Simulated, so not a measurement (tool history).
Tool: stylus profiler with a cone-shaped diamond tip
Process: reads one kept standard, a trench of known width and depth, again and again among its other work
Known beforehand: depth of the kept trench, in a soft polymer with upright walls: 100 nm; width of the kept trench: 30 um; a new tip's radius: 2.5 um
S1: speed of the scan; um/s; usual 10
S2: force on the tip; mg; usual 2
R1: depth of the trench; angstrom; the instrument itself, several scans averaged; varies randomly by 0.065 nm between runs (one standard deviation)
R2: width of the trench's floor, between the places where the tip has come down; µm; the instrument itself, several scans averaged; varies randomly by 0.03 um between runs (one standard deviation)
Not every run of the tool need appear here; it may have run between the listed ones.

run 1 hour=0 | S1=10 S2=2 | R1=1014.5 R2=28.5
run 2 hour=20.8 | S1=10 S2=2 | R1=1015 R2=28.58
run 3 hour=47.9 | S1=10 S2=2 | R1=1014.5 R2=28.55
run 4 hour=79.2 | S1=10 S2=2 | R1=1013.8 R2=28.53
run 5 hour=102.1 | S1=10 S2=2 | R1=1012.9 R2=28.54
run 6 hour=129.3 | S1=10 S2=2 | R1=1013 R2=28.53
run 7 hour=149.8 | S1=10 S2=2 | R1=1014.5 R2=28.57
run 8 hour=173.4 | S1=10 S2=2 | R1=1015 R2=28.51
run 9 hour=200.3 | S1=10 S2=2 | R1=1014.7 R2=28.55
run 10 hour=219.9 | S1=10 S2=2 | R1=1014.7 R2=28.58
run 11 hour=242.5 | S1=10 S2=2 | R1=1015.9 R2=28.48
run 12 hour=263.2 | S1=11 S2=0.85 | R1=1007.6 R2=28.51
run 13 hour=299.6 | S1=6 S2=2.16 | R1=1015.3 R2=28.57
run 14 hour=335 | S1=5 S2=2.26 | R1=1016 R2=28.57
run 15 hour=372 | S1=10 S2=2.65 | R1=1016.4 R2=28.55
run 16 hour=399.8 | S1=15 S2=2.25 | R1=1016.2 R2=28.53
run 17 hour=428.8 | S1=5 S2=2 | R1=1014.4 R2=28.54
run 18 hour=445.4 | S1=5 S2=4.92 | R1=1026.9 R2=28.62
run 19 hour=471.5 | S1=5 S2=4.92 | R1=1026.2 R2=28.59
run 20 hour=501.6 | S1=9 S2=2 | R1=1014 R2=28.54
run 21 hour=518.9 | S1=27 S2=2.6 | R1=1017 R2=28.46

Each row is a separate what-if for the run after 21, all from the same tool condition, not one after another. Results?
run A hour=554.7 | S1=19 S2=1.87 | R1=? R2=?
run B hour=554.7 | S1=18 S2=2.71 | R1=? R2=?
run C hour=554.7 | S1=2 S2=1.15 | R1=? R2=?
run D hour=554.7 | S1=13 S2=1.07 | R1=? R2=?
run E hour=554.7 | S1=8 S2=4.93 | R1=? R2=?

run=A R1=1014.6 R2=28.42
run=B R1=1016.5 R2=28.54
run=C R1=1010 R2=28.59
run=D R1=1008.3 R2=28.48
run=E R1=1026.5 R2=28.5
Take away the tool's hidden state, keep each run's random variation, and the runs would have read:
run=A R1=1014.5 R2=28.43
run=B R1=1016.4 R2=28.54
run=C R1=1010 R2=28.6
run=D R1=1008.3 R2=28.49
run=E R1=1026.5 R2=28.5
